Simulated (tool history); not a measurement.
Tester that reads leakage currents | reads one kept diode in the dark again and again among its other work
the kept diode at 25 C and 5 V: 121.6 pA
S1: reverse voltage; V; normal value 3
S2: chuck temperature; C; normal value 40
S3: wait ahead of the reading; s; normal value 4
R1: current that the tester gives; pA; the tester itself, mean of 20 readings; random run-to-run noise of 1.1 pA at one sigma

| run | hour | S1 | S2 | S3 | R1 |
|---|---|---|---|---|---|
| 1 | 0 | 3 | 40 | 4 | 359.22 |
| 2 | 18.4 | 3 | 40 | 4 | 357.75 |
| 3 | 34.6 | 3 | 40 | 4 | 357.95 |
| 4 | 58 | 3 | 40 | 1.49 | 359.32 |
| 5 | 82.1 | 3 | 40 | 1.49 | 359.43 |
| 6 | 102.3 | 3 | 40 | 1.49 | 359.34 |
| 7 | 135.9 | 3 | 40 | 1.49 | 359.6 |
| 8 | 168.5 | 3 | 37 | 1.49 | 279.48 |
| 9 | 202.4 | 3 | 27 | 4 | 116.71 |
| 10 | 236.9 | 1.51 | 40 | 4 | 266.56 |
| 11 | 265.1 | 1.51 | 40 | 4 | 267.11 |
| 12 | 283.3 | 1.51 | 40 | 4 | 266.11 |
| 13 | 311 | 1.51 | 40 | 4 | 266.35 |
| 14 | 329.4 | 1.51 | 40 | 4 | 266.66 |
| 15 | 345.9 | 3 | 44 | 4 | 498.42 |
| 16 | 381 | 3 | 44 | 4 | 499.67 |
| 17 | 404.6 | 9.1 | 47 | 9.18 | 1025.64 |
| 18 | 421.3 | 9.1 | 47 | 9.18 | 1030.22 |
| 19 | 451.8 | 9.1 | 47 | 9.18 | 1023.63 |
| 20 | 473.2 | 9.1 | 47 | 9.18 | 1022.91 |
| 21 | 505.3 | 10.76 | 58 | 0.37 | 2567.21 |
| 22 | 534.1 | 5.35 | 40 | 4 | 461.38 |
| 23 | 555.5 | 5.35 | 40 | 4 | 462.57 |
| 24 | 590.5 | 8.01 | 21 | 7.09 | 103.41 |
| 25 | 626.4 | 8.01 | 21 | 7.09 | 102.71 |
| 26 | 652.2 | 6.19 | 21 | 7.09 | 92.08 |
| 27 | 670.8 | 6.19 | 21 | 7.09 | 92.33 |

Some steps in R1 between neighbouring runs. How much of each would the tool show without its hidden state too (settings, what came in, random variation), and how much is left for the hidden state, with any gauge scatter that isn't in both results?
The hidden state here: stray current of the dirty probe card, pA a volt; current scale over the true one, %; true chuck temperature over the reading, C; drift of the gauge itself on leakage_pa, %.
Run 20 -> 21: S1 9.1 -> 10.76, S2 47 -> 58, S3 9.18 -> 0.37. R1 +1544.3 pA: hidden state -0.68, all else +1544.98.
Run 21 -> 22: S1 10.76 -> 5.35, S2 58 -> 40, S3 0.37 -> 4. R1 -2105.83 pA: hidden state +0.89, all else -2106.72.
